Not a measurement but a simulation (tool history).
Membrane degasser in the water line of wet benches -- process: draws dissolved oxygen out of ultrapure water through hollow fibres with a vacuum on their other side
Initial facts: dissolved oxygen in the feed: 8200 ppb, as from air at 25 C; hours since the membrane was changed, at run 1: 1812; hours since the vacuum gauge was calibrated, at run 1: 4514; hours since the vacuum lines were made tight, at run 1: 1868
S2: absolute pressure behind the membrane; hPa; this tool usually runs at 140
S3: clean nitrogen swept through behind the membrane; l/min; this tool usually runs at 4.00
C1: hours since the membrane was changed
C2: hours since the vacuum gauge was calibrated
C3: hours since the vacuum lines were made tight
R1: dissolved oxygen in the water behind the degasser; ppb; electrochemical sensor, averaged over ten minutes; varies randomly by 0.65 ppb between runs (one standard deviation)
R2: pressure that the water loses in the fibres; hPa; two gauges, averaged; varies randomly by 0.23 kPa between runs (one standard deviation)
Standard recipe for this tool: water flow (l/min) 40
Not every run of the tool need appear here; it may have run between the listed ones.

run 1 hour=0.0 | water_flow_(l/min)=40 S2=140 S3=4.00 | C1=1812 C2=4514 C3=1868 | R1=259.1 R2=593.0
run 2 hour=53.7 | water_flow_(l/min)=40 S2=140 S3=10.38 | C1=1866 C2=4568 C3=1922 | R1=107.4 R2=597.5
run 3 hour=105.9 | water_flow_(l/min)=51 S2=140 S3=10.38 | C1=1918 C2=4620 C3=1974 | R1=138.4 R2=761.0
run 4 hour=157.2 | water_flow_(l/min)=40 S2=140 S3=4.00 | C1=1970 C2=4671 C3=2025 | R1=259.0 R2=593.2
run 5 hour=215.6 | water_flow_(l/min)=40 S2=140 S3=4.00 | C1=2028 C2=4730 C3=2084 | R1=260.0 R2=599.1
run 6 hour=253.0 | water_flow_(l/min)=40 S2=140 S3=4.00 | C1=2065 C2=4767 C3=2121 | R1=260.3 R2=596.9
run 7 hour=289.2 | water_flow_(l/min)=40 S2=140 S3=4.00 | C1=2102 C2=4803 C3=2157 | R1=259.8 R2=594.6
run 8 hour=347.4 | water_flow_(l/min)=40 S2=140 S3=4.00 | C1=2160 C2=4862 C3=2215 | R1=258.6 R2=598.4
run 9 hour=372.3 | water_flow_(l/min)=40 S2=140 S3=4.00 | C1=2185 C2=4887 C3=2240 | R1=259.8 R2=596.4
run 10 hour=413.7 | water_flow_(l/min)=40 S2=140 S3=4.00 | C1=2226 C2=4928 C3=2282 | R1=260.9 R2=597.4
run 11 hour=455.6 | water_flow_(l/min)=40 S2=140 S3=4.00 | C1=2268 C2=4970 C3=2324 | R1=259.2 R2=594.3
-- hour=458.6 vacuum gauge calibrated
run 12 hour=510.6 | water_flow_(l/min)=40 S2=140 S3=4.00 | C1=2323 C2=52 C3=2378 | R1=262.5 R2=599.1
run 13 hour=554.0 | water_flow_(l/min)=29 S2=140 S3=2.17 | C1=2366 C2=95 C3=2421 | R1=337.8 R2=436.7
run 14 hour=608.2 | water_flow_(l/min)=30 S2=150 S3=10.66 | C1=2420 C2=150 C3=2476 | R1=86.4 R2=446.6

Run 15 has not been measured yet. What should we expect?
run 15 hour=664.7 | water_flow_(l/min)=61 S2=228 S3=10.66 | C1=2477 C2=206 C3=2532 | R1=? R2=?

R1: 280.4 ppb
R2: 910.4 hPa
Without the tool's hidden state the same run would have given R1 273.2 ppb, R2 901.9 hPa.
